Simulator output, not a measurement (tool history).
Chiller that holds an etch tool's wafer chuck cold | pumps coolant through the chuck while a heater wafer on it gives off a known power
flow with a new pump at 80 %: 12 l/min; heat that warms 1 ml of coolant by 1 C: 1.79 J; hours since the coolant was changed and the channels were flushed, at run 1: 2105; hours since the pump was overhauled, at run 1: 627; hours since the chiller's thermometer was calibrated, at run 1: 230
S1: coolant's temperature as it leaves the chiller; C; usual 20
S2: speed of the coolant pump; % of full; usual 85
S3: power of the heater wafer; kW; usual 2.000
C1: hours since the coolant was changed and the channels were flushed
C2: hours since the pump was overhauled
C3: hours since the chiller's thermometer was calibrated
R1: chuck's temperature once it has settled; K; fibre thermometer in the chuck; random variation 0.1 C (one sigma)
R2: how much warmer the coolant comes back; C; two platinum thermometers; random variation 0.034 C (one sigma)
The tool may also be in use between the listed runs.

run,hour,S1,S2,S3,C1,C2,C3,R1,R2
1,0.0,20,85,2.000,2105,627,230,307.15,5.34
2,20.5,20,85,1.228,2125,648,251,301.85,3.29
3,42.0,20,85,1.228,2147,669,272,301.55,3.29
4,60.7,20,85,1.934,2166,688,291,306.55,5.23
5,75.4,20,61,2.000,2180,703,306,311.05,7.57
6,95.8,20,61,2.000,2201,723,326,311.05,7.64
7,116.4,20,61,2.000,2221,744,347,311.05,7.65
8,144.6,12,85,2.000,2250,772,375,299.05,5.35
9,167.0,12,85,2.000,2272,794,397,299.05,5.39
10,182.8,24,85,2.000,2288,810,413,311.15,5.40
11,211.1,24,85,2.000,2316,838,441,311.35,5.36
12,225.7,24,85,2.000,2331,853,456,311.35,5.35
13,251.6,24,85,2.000,2357,879,482,311.35,5.37
14,273.2,24,85,1.436,2378,901,503,307.45,3.92
15,301.5,24,85,1.436,2407,929,532,307.45,3.86
16,321.8,24,85,1.436,2427,949,552,307.15,3.92
17,349.4,11,85,1.267,2454,977,580,293.15,3.43
18,372.2,11,85,1.267,2477,1000,602,293.15,3.44
19,390.0,11,72,1.853,2495,1017,620,299.15,5.91
20,411.3,25,72,2.567,2516,1039,641,318.95,8.31
21,427.5,25,72,2.567,2533,1055,658,318.85,8.28
22,452.0,25,72,2.567,2557,1079,682,319.05,8.30
23,471.7,25,72,2.567,2577,1099,702,318.95,8.28
24,495.8,25,72,1.464,2601,1123,726,310.25,4.72
25,521.5,25,72,1.464,2626,1149,752,310.05,4.69
26,543.0,19,78,1.931,2648,1170,773,307.15,5.74
27,562.0,26,93,2.774,2667,1189,792,317.95,6.86
28,588.9,28,85,2.000,2694,1216,819,315.85,5.34
29,610.7,20,85,1.622,2716,1238,841,304.75,4.43
30,638.6,12,72,2.368,2744,1266,869,304.45,7.72
31,656.1,13,69,1.601,2761,1283,886,299.75,5.48
32,668.2,24,97,1.601,2773,1296,898,307.65,3.79

4 ways to go on from here, each from the tool as it stands after run 32. What would each give?
A,692.6,25,97,1.601,2798,1320,923,?,?
B,692.6,17,66,1.601,2798,1320,923,?,?
C,692.6,18,71,2.000,2798,1320,923,?,?
D,692.6,24,97,1.880,2798,1320,923,?,?

run,R1,R2
A,308.75,3.81
B,304.45,5.73
C,307.95,6.63
D,309.35,4.49
Without the tool's hidden state the same runs would have given:
run,R1,R2
A,307.35,3.65
B,302.65,5.50
C,305.85,6.36
D,307.75,4.30
